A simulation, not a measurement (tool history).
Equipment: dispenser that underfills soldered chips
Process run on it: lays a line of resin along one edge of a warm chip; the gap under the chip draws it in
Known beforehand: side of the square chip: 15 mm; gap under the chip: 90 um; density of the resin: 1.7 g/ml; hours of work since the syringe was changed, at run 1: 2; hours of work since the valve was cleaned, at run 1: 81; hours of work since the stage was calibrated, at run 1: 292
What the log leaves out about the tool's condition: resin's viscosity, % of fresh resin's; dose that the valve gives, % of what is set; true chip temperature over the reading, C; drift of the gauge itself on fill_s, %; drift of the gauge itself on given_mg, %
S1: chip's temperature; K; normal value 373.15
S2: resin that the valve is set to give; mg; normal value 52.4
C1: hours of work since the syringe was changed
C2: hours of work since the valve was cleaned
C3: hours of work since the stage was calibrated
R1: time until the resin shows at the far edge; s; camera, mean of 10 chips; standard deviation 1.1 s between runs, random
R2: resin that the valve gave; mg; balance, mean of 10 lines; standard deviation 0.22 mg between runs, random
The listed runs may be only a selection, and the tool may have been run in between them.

run	hour	S1	S2	C1	C2	C3	R1	R2
1	0.0	373.15	52.4	2	81	292	124.0	48.11
# hour 10.2: new syringe of resin
2	14.2	373.15	52.4	3	92	302	132.6	47.89
# hour 22.1: new syringe of resin
3	29.6	360.15	52.4	5	103	313	260.1	47.63
# hour 34.2: new syringe of resin
4	45.7	360.15	52.4	8	114	324	319.8	47.19
# hour 47.4: new syringe of resin
5	54.6	360.15	52.4	5	120	330	254.0	46.88
# hour 59.8: new syringe of resin
6	64.1	360.15	52.4	3	127	337	218.6	46.64
# hour 66.4: dispensing valve cleaned and set on the balance
7	71.7	360.15	52.4	8	4	342	307.2	52.22
# hour 72.7: new syringe of resin
8	79.4	373.15	52.4	5	9	347	150.8	51.98
# hour 85.4: new syringe of resin
9	90.9	373.15	52.4	4	17	355	143.7	51.84
# hour 97.9: new syringe of resin
10	106.5	373.15	52.4	6	29	367	170.2	50.89
# hour 109.7: new syringe of resin
11	116.6	373.15	52.4	5	36	374	154.7	50.73
# hour 122.8: new syringe of resin
12	127.2	373.15	52.4	3	43	381	135.6	50.07
# hour 135.5: new syringe of resin
13	142.6	373.15	58.8	5	54	392	156.4	56.08
# hour 147.4: new syringe of resin
14	157.3	373.15	46.6	7	65	403	198.6	43.79
# hour 159.6: new syringe of resin
15	164.3	373.15	49.7	3	70	408	139.4	46.36
# hour 172.1: new syringe of resin
16	174.4	367.15	49.7	2	77	415	153.3	46.15
# hour 184.5: new syringe of resin
17	190.4	367.15	49.7	4	88	426	185.0	45.37
# hour 197.1: new syringe of resin
18	197.4	382.15	49.7	0	93	431	80.8	45.63
# hour 209.7: new syringe of resin
19	212.1	382.15	49.7	2	103	442	93.4	44.90
20	219.8	382.15	49.7	7	109	447	145.4	44.67
# hour 222.3: new syringe of resin
21	233.6	382.15	49.7	8	119	457	154.3	44.18
# hour 234.8: new syringe of resin
22	243.9	382.15	49.7	7	126	464	135.3	43.93
# hour 247.4: new syringe of resin
# hour 248.4: dispensing valve cleaned and set on the balance
23	258.2	371.15	51.6	7	7	474	194.6	51.39
# hour 260.4: new syringe of resin
24	269.0	377.15	45.9	6	15	481	153.0	45.30
# hour 272.9: new syringe of resin
25	282.7	377.15	45.9	7	24	491	167.9	44.62
# hour 285.2: new syringe of resin
26	292.8	373.15	67.8	6	32	498	156.0	65.98
# hour 297.6: new syringe of resin
27	303.3	378.15	61.3	4	39	506	121.2	59.44
# hour 309.5: new syringe of resin
28	318.3	369.15	47.9	6	50	516	201.3	45.48
# hour 321.9: new syringe of resin
29	333.2	376.15	45.5	8	60	527	185.8	42.98

The next listed run, before its measurement:
# hour 334.6: new syringe of resin
# hour 347.8: new syringe of resin
30	349.4	381.15	56.7	1	72	538	?	?

Run 30 measured R1 88.9 s, R2 52.73 mg.
With no hidden state in the tool, this same run would have given R1 82.3 s, R2 56.56 mg.

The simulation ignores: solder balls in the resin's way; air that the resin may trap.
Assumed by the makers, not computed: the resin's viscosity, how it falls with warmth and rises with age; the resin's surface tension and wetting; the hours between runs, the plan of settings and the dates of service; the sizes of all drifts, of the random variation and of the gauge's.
